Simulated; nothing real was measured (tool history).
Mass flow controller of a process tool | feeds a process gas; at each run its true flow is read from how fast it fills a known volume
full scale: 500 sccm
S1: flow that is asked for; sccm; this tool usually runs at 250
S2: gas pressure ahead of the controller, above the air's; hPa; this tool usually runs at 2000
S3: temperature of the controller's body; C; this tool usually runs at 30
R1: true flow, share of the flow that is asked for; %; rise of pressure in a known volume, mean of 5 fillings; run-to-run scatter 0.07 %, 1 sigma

{"run": 1, "hour": 0.0, "S1": 250, "S2": 2000, "S3": 30, "R1": 98.85}
{"run": 2, "hour": 94.9, "S1": 250, "S2": 2000, "S3": 22, "R1": 97.91}
{"run": 3, "hour": 156.2, "S1": 250, "S2": 2000, "S3": 22, "R1": 98.02}
{"run": 4, "hour": 246.5, "S1": 250, "S2": 2000, "S3": 30, "R1": 98.85}
{"run": 5, "hour": 337.4, "S1": 250, "S2": 2000, "S3": 30, "R1": 98.85}
{"run": 6, "hour": 421.0, "S1": 250, "S2": 2000, "S3": 30, "R1": 98.89}
{"run": 7, "hour": 556.3, "S1": 250, "S2": 2000, "S3": 30, "R1": 98.85}
{"run": 8, "hour": 636.2, "S1": 250, "S2": 2000, "S3": 30, "R1": 98.92}
{"run": 9, "hour": 762.6, "S1": 250, "S2": 2000, "S3": 30, "R1": 98.85}
{"run": 10, "hour": 882.1, "S1": 250, "S2": 2700, "S3": 30, "R1": 98.51}
{"run": 11, "hour": 985.3, "S1": 250, "S2": 1590, "S3": 30, "R1": 99.06}
{"run": 12, "hour": 1110.8, "S1": 90, "S2": 2000, "S3": 30, "R1": 97.69}
{"run": 13, "hour": 1206.1, "S1": 250, "S2": 2000, "S3": 30, "R1": 98.82}
{"run": 14, "hour": 1337.7, "S1": 250, "S2": 1750, "S3": 30, "R1": 99.08}
{"run": 15, "hour": 1425.6, "S1": 250, "S2": 1750, "S3": 30, "R1": 99.02}
{"run": 16, "hour": 1554.2, "S1": 250, "S2": 2000, "S3": 30, "R1": 98.92}
{"run": 17, "hour": 1618.8, "S1": 250, "S2": 2000, "S3": 30, "R1": 98.9}
{"run": 18, "hour": 1720.7, "S1": 250, "S2": 2000, "S3": 30, "R1": 98.83}
{"run": 19, "hour": 1849.6, "S1": 250, "S2": 2000, "S3": 30, "R1": 98.88}
{"run": 20, "hour": 1967.2, "S1": 250, "S2": 2000, "S3": 30, "R1": 98.81}
{"run": 21, "hour": 2031.8, "S1": 250, "S2": 1440, "S3": 29, "R1": 98.94}
{"run": 22, "hour": 2134.3, "S1": 145, "S2": 1510, "S3": 29, "R1": 98.18}
{"run": 23, "hour": 2223.1, "S1": 250, "S2": 1630, "S3": 40, "R1": 100.41}
{"run": 24, "hour": 2357.6, "S1": 136, "S2": 2480, "S3": 33, "R1": 98.29}
{"run": 25, "hour": 2495.5, "S1": 135, "S2": 2000, "S3": 30, "R1": 98.02}
{"hour": 2553.0, "done": "controller's zero set anew"}
{"run": 26, "hour": 2611.6, "S1": 413, "S2": 2000, "S3": 30, "R1": 99.99}
{"run": 27, "hour": 2672.9, "S1": 188, "S2": 1600, "S3": 30, "R1": 98.6}
{"run": 28, "hour": 2786.2, "S1": 188, "S2": 1600, "S3": 30, "R1": 98.63}
{"run": 29, "hour": 2873.2, "S1": 51, "S2": 1410, "S3": 30, "R1": 97.69}
{"run": 30, "hour": 2965.0, "S1": 51, "S2": 1560, "S3": 32, "R1": 97.84}
{"run": 31, "hour": 3059.6, "S1": 51, "S2": 1560, "S3": 32, "R1": 97.99}
{"run": 32, "hour": 3144.7, "S1": 175, "S2": 1700, "S3": 24, "R1": 97.82}
{"run": 33, "hour": 3216.2, "S1": 250, "S2": 2790, "S3": 28, "R1": 98.25}
{"run": 34, "hour": 3312.0, "S1": 250, "S2": 1720, "S3": 38, "R1": 99.96}
{"run": 35, "hour": 3389.9, "S1": 326, "S2": 2410, "S3": 38, "R1": 100.14}
{"run": 36, "hour": 3505.6, "S1": 96, "S2": 1420, "S3": 28, "R1": 97.89}
{"run": 37, "hour": 3630.1, "S1": 96, "S2": 2700, "S3": 25, "R1": 96.86}
{"run": 38, "hour": 3769.2, "S1": 96, "S2": 2330, "S3": 26, "R1": 97.12}
{"run": 39, "hour": 3838.3, "S1": 97, "S2": 1510, "S3": 27, "R1": 97.76}
{"run": 40, "hour": 3929.3, "S1": 94, "S2": 2510, "S3": 30, "R1": 97.68}

Each row is a separate what-if for the run after 40, all from the same tool condition, not one after another. Results?
{"run": "A", "hour": 4032.4, "S1": 250, "S2": 1620, "S3": 26, "R1": "?"}
{"run": "B", "hour": 4032.4, "S1": 199, "S2": 2510, "S3": 30, "R1": "?"}
{"run": "C", "hour": 4032.4, "S1": 233, "S2": 2000, "S3": 30, "R1": "?"}
{"run": "D", "hour": 4032.4, "S1": 99, "S2": 2320, "S3": 28, "R1": "?"}
{"run": "E", "hour": 4032.4, "S1": 312, "S2": 2510, "S3": 23, "R1": "?"}

run=A R1=98.56
run=B R1=98.29
run=C R1=98.73
run=D R1=97.49
run=E R1=98.32
With no hidden state in the tool, these same runs would have given:
run=A R1=98.56
run=B R1=98.3
run=C R1=98.73
run=D R1=97.49
run=E R1=98.32
